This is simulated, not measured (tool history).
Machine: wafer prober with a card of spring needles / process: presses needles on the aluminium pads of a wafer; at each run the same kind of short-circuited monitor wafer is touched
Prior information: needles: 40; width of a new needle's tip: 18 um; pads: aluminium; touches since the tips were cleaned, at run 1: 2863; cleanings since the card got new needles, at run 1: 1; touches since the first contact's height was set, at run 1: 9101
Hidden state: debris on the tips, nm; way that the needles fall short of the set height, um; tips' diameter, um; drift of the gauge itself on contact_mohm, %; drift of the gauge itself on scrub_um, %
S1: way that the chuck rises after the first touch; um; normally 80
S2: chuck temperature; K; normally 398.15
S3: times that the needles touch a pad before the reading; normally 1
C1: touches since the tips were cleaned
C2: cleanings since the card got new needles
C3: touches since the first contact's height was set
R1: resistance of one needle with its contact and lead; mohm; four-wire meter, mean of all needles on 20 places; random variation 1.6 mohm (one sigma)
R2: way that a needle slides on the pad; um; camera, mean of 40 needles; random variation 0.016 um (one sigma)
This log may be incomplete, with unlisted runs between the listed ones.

{"run": 1, "day": 0.0, "S1": 80, "S2": 398.15, "S3": 1, "C1": 2863, "C2": 1, "C3": 9101, "R1": 208, "R2": 9.83}
{"day": 0.221, "done": "tips cleaned on abrasive film"}
{"run": 2, "day": 0.258, "S1": 80, "S2": 398.15, "S3": 1, "C1": 355, "C2": 2, "C3": 11678, "R1": 234, "R2": 9.83}
{"run": 3, "day": 0.467, "S1": 80, "S2": 398.15, "S3": 2, "C1": 2486, "C2": 2, "C3": 13809, "R1": 206, "R2": 9.84}
{"run": 4, "day": 0.717, "S1": 80, "S2": 398.15, "S3": 2, "C1": 5040, "C2": 2, "C3": 16363, "R1": 206, "R2": 9.84}
{"day": 0.754, "done": "tips cleaned on abrasive film"}
{"run": 5, "day": 0.921, "S1": 80, "S2": 398.15, "S3": 1, "C1": 1681, "C2": 3, "C3": 18385, "R1": 194, "R2": 9.83}
{"day": 1.279, "done": "tips cleaned on abrasive film"}
{"run": 6, "day": 1.354, "S1": 80, "S2": 305.15, "S3": 1, "C1": 766, "C2": 4, "C3": 22779, "R1": 173, "R2": 9.83}
{"run": 7, "day": 1.588, "S1": 94, "S2": 398.15, "S3": 1, "C1": 3141, "C2": 4, "C3": 25154, "R1": 197, "R2": 11.55}
{"day": 1.8, "done": "tips cleaned on abrasive film"}
{"run": 8, "day": 1.938, "S1": 80, "S2": 305.15, "S3": 1, "C1": 1363, "C2": 5, "C3": 28644, "R1": 178, "R2": 9.82}
{"day": 2.142, "done": "tips cleaned on abrasive film, once more"}
{"run": 9, "day": 2.162, "S1": 80, "S2": 305.15, "S3": 1, "C1": 219, "C2": 6, "C3": 30929, "R1": 156, "R2": 9.78}
{"run": 10, "day": 2.588, "S1": 80, "S2": 305.15, "S3": 2, "C1": 4520, "C2": 6, "C3": 35230, "R1": 185, "R2": 9.77}
{"day": 2.683, "done": "tips cleaned on abrasive film"}
{"run": 11, "day": 2.904, "S1": 97, "S2": 398.15, "S3": 1, "C1": 2288, "C2": 7, "C3": 38441, "R1": 187, "R2": 11.85}
{"day": 3.2, "done": "tips cleaned on abrasive film"}
{"run": 12, "day": 3.325, "S1": 97, "S2": 398.15, "S3": 1, "C1": 1258, "C2": 8, "C3": 42655, "R1": 177, "R2": 11.88}
{"run": 13, "day": 3.579, "S1": 80, "S2": 398.15, "S3": 1, "C1": 3842, "C2": 8, "C3": 45239, "R1": 211, "R2": 9.75}
{"day": 3.721, "done": "tips cleaned on abrasive film"}
{"run": 14, "day": 3.833, "S1": 80, "S2": 398.15, "S3": 3, "C1": 1139, "C2": 9, "C3": 47788, "R1": 173, "R2": 9.8}
{"day": 4.238, "done": "tips cleaned on abrasive film"}
{"run": 15, "day": 4.279, "S1": 80, "S2": 398.15, "S3": 3, "C1": 415, "C2": 10, "C3": 52304, "R1": 169, "R2": 9.78}
{"run": 16, "day": 4.704, "S1": 80, "S2": 398.15, "S3": 3, "C1": 4731, "C2": 10, "C3": 56620, "R1": 183, "R2": 9.75}
{"day": 4.746, "done": "tips cleaned on abrasive film"}
{"run": 17, "day": 5.062, "S1": 80, "S2": 398.15, "S3": 1, "C1": 3191, "C2": 11, "C3": 60218, "R1": 209, "R2": 9.75}
{"day": 5.258, "done": "tips cleaned on abrasive film"}
{"run": 18, "day": 5.442, "S1": 80, "S2": 398.15, "S3": 1, "C1": 1866, "C2": 12, "C3": 64069, "R1": 197, "R2": 9.73}
{"day": 5.771, "done": "tips cleaned on abrasive film"}
{"run": 19, "day": 5.788, "S1": 89, "S2": 393.15, "S3": 2, "C1": 177, "C2": 13, "C3": 67539, "R1": 167, "R2": 10.86}
{"run": 20, "day": 5.975, "S1": 89, "S2": 398.15, "S3": 1, "C1": 2073, "C2": 13, "C3": 69435, "R1": 197, "R2": 10.84}
{"run": 21, "day": 6.212, "S1": 76, "S2": 337.15, "S3": 1, "C1": 4487, "C2": 13, "C3": 71849, "R1": 218, "R2": 9.24}
{"day": 6.279, "done": "tips cleaned on abrasive film"}
{"run": 22, "day": 6.442, "S1": 76, "S2": 391.15, "S3": 1, "C1": 1655, "C2": 14, "C3": 74169, "R1": 196, "R2": 9.22}
{"day": 6.788, "done": "tips cleaned on abrasive film"}
{"run": 23, "day": 6.788, "S1": 76, "S2": 391.15, "S3": 1, "C1": 0, "C2": 15, "C3": 77609, "R1": 170, "R2": 9.24}
{"run": 24, "day": 7.162, "S1": 63, "S2": 384.15, "S3": 2, "C1": 3838, "C2": 15, "C3": 81447, "R1": 211, "R2": 7.63}
{"day": 7.312, "done": "tips cleaned on abrasive film"}
{"run": 25, "day": 7.612, "S1": 80, "S2": 384.15, "S3": 2, "C1": 3070, "C2": 16, "C3": 85998, "R1": 191, "R2": 9.71}
{"day": 7.825, "done": "tips cleaned on abrasive film"}
{"run": 26, "day": 8.042, "S1": 76, "S2": 312.15, "S3": 1, "C1": 2217, "C2": 17, "C3": 90331, "R1": 198, "R2": 9.22}
{"day": 8.354, "done": "tips cleaned on abrasive film"}
{"run": 27, "day": 8.354, "S1": 87, "S2": 312.15, "S3": 2, "C1": 0, "C2": 18, "C3": 93443, "R1": 154, "R2": 10.59}
{"run": 28, "day": 8.738, "S1": 87, "S2": 312.15, "S3": 2, "C1": 3920, "C2": 18, "C3": 97363, "R1": 181, "R2": 10.57}
{"day": 8.871, "done": "tips cleaned on abrasive film"}
{"run": 29, "day": 9.017, "S1": 80, "S2": 313.15, "S3": 2, "C1": 1487, "C2": 19, "C3": 100173, "R1": 170, "R2": 9.69}
{"day": 9.383, "done": "tips cleaned on abrasive film"}
{"run": 30, "day": 9.383, "S1": 80, "S2": 313.15, "S3": 2, "C1": 0, "C2": 20, "C3": 103834, "R1": 153, "R2": 9.68}
{"run": 31, "day": 9.658, "S1": 80, "S2": 313.15, "S3": 2, "C1": 2809, "C2": 20, "C3": 106643, "R1": 181, "R2": 9.68}
{"run": 32, "day": 9.854, "S1": 80, "S2": 313.15, "S3": 2, "C1": 4813, "C2": 20, "C3": 108647, "R1": 184, "R2": 9.71}
{"day": 9.917, "done": "tips cleaned on abrasive film"}
{"run": 33, "day": 10.258, "S1": 88, "S2": 370.15, "S3": 1, "C1": 3440, "C2": 21, "C3": 112703, "R1": 202, "R2": 10.64}

Alternative continuations, all from the tool just after run 33; predict every row:
{"day": 10.442, "done": "tips cleaned on abrasive film"}
{"run": "A", "day": 10.571, "S1": 93, "S2": 398.15, "S3": 1, "C1": 1313, "C2": 22, "C3": 115856, "R1": "?", "R2": "?"}
{"day": 10.442, "done": "tips cleaned on abrasive film"}
{"run": "B", "day": 10.571, "S1": 89, "S2": 317.15, "S3": 2, "C1": 1313, "C2": 22, "C3": 115856, "R1": "?", "R2": "?"}
{"day": 10.442, "done": "tips cleaned on abrasive film"}
{"run": "C", "day": 10.571, "S1": 97, "S2": 299.15, "S3": 1, "C1": 1313, "C2": 22, "C3": 115856, "R1": "?", "R2": "?"}
{"day": 10.442, "done": "tips cleaned on abrasive film"}
{"run": "D", "day": 10.571, "S1": 76, "S2": 311.15, "S3": 1, "C1": 1313, "C2": 22, "C3": 115856, "R1": "?", "R2": "?"}
{"day": 10.442, "done": "tips cleaned on abrasive film"}
{"run": "E", "day": 10.571, "S1": 85, "S2": 380.15, "S3": 2, "C1": 1313, "C2": 22, "C3": 115856, "R1": "?", "R2": "?"}

run=A R1=185 R2=11.27
run=B R1=165 R2=10.76
run=C R1=170 R2=11.78
run=D R1=190 R2=9.18
run=E R1=175 R2=10.27
Without the tool's hidden state the same runs would have given:
run=A R1=161 R2=11.46
run=B R1=148 R2=10.95
run=C R1=144 R2=11.96
run=D R1=151 R2=9.37
run=E R1=158 R2=10.46
